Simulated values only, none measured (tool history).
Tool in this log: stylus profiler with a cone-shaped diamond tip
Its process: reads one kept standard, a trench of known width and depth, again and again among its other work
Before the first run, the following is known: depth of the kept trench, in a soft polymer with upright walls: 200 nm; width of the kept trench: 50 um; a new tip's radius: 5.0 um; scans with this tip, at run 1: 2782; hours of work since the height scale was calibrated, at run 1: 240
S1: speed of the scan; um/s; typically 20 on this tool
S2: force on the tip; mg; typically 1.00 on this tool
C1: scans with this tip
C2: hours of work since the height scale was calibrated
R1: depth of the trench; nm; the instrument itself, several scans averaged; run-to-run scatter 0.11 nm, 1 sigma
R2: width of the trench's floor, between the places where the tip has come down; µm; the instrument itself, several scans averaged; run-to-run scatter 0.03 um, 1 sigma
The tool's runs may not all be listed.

| run | hour | S1 | S2 | C1 | C2 | R1 | R2 |
|---|---|---|---|---|---|---|---|
| 1 | 0.0 | 20 | 1.00 | 2782 | 240 | 200.63 | 46.84 |
| 2 | 72.3 | 20 | 1.00 | 3415 | 295 | 200.58 | 46.81 |
| 3 | 198.7 | 20 | 0.49 | 4524 | 390 | 200.11 | 46.65 |
| 4 | 295.8 | 42 | 1.00 | 5375 | 464 | 200.28 | 46.50 |
| 5 | 354.7 | 20 | 1.00 | 5891 | 508 | 200.16 | 46.64 |
| 6 | 464.8 | 20 | 1.00 | 6856 | 592 | 200.15 | 46.55 |
| 7 | 559.1 | 20 | 1.00 | 7682 | 663 | 200.22 | 46.42 |
| 8 | 627.4 | 20 | 1.00 | 8281 | 715 | 200.10 | 46.39 |
| 9 | 749.8 | 20 | 1.00 | 9355 | 807 | 199.95 | 46.35 |
| 10 | 832.2 | 20 | 1.00 | 10077 | 870 | 200.01 | 46.29 |
| 11 | 950.3 | 20 | 1.87 | 11112 | 959 | 200.08 | 46.25 |
| 12 | 1056.2 | 20 | 0.84 | 12040 | 1039 | 199.78 | 46.17 |
| 13 | 1158.5 | 20 | 0.85 | 12937 | 1116 | 199.71 | 46.12 |
| 14 | 1247.4 | 20 | 0.85 | 13716 | 1184 | 199.55 | 46.06 |
| 15 | 1343.7 | 40 | 1.00 | 14560 | 1256 | 199.52 | 45.92 |
| 16 | 1429.0 | 20 | 0.87 | 15308 | 1321 | 199.39 | 45.95 |
| 17 | 1518.3 | 20 | 0.87 | 16091 | 1388 | 199.37 | 45.87 |
| 18 | 1627.2 | 20 | 1.00 | 17046 | 1471 | 199.32 | 45.90 |
| 19 | 1687.2 | 20 | 0.52 | 17571 | 1516 | 199.01 | 45.76 |
| 20 | 1769.5 | 20 | 0.52 | 18292 | 1578 | 198.91 | 45.77 |
| 21 | 1881.2 | 19 | 0.52 | 19272 | 1663 | 198.89 | 45.66 |
| 22 | 1981.7 | 6 | 1.92 | 20153 | 1739 | 199.41 | 45.84 |
| 23 | 2104.2 | 6 | 1.92 | 21227 | 1832 | 199.48 | 45.70 |
| 24 | 2230.3 | 37 | 2.48 | 22332 | 1927 | 199.49 | 45.51 |
| 25 | 2286.3 | 37 | 2.48 | 22823 | 1969 | 199.28 | 45.52 |
| 26 | 2409.6 | 5 | 1.90 | 23903 | 2063 | 199.13 | 45.55 |
| 27 | 2477.0 | 5 | 1.90 | 24495 | 2114 | 199.02 | 45.51 |
| 28 | 2557.0 | 5 | 1.90 | 25196 | 2174 | 199.02 | 45.50 |
|  | 2662.5 | height scale calibrated on a step standard |
| 29 | 2666.2 | 19 | 0.61 | 26148 | 3 | 200.56 | 45.30 |
| 30 | 2747.9 | 43 | 0.62 | 26865 | 65 | 200.39 | 45.02 |
|  | 2773.1 | new tip fitted, height scale calibrated |
| 31 | 2808.1 | 21 | 0.67 | 307 | 26 | 200.56 | 47.01 |
| 32 | 2860.7 | 40 | 0.54 | 768 | 66 | 200.65 | 46.70 |

Forecast run 33:
| 33 | 2934.1 | 14 | 0.35 | 1411 | 122 | ? | ? |

Logged for run 33: R1 200.43 nm, R2 46.87 µm.
If the tool had no hidden condition, the same run with the same run-to-run variation would have returned R1 200.49 nm, R2 46.98 µm.
